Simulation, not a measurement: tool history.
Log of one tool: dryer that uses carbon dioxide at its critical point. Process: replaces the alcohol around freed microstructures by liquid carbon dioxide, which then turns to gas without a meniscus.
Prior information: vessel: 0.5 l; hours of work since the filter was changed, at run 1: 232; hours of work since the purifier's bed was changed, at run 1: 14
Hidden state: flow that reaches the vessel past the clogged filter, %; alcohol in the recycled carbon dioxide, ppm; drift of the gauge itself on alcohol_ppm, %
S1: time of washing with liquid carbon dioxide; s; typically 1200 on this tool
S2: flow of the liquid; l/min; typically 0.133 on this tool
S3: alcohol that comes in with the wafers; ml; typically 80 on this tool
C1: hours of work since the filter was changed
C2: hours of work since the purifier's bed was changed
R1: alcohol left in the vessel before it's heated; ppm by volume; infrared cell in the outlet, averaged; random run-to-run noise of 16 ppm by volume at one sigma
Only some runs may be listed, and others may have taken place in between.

run    day    S1     S2  S3   C1  C2    R1
  1      0  1200  0.133  80  232  14  1429
  2  0.275  1200  0.133  80  235  17  1445
  3  0.558  1200  0.133  80  239  21  1406
  4    0.9  1200  0.133  80  243  25  1438
  5  1.275  1200  0.133  80  248  30  1424
  6  1.504  1200  0.194  80  251  33   153
  7  1.725  1200  0.133  80  254  36  1455
  8  2.054  1200  0.133  59  258  40  1075
  9  2.383  1200  0.133  59  262  44  1120
 10  2.583  1260  0.151  41  264  46   306
 11  2.829  1200  0.136  80  267  49  1331
 12  3.079   960  0.133  72  271  53  3423
 13  3.383  1380  0.126  27  274  56   336

Branching from run 13: 4 alternative next runs. What would each branch give?
  A  3.558  1200  0.133   21  277  59   ?
  B  3.558   840  0.102   41  277  59   ?
  C  3.558  1560  0.126   61  277  59   ?
  D  3.558  1260   0.12  102  277  59   ?

run    R1
  A   410
  B  6857
  C   404
  D  2538
With no hidden state in the tool, these same runs would have given:
run    R1
  A   279
  B  5589
  C   253
  D  1764
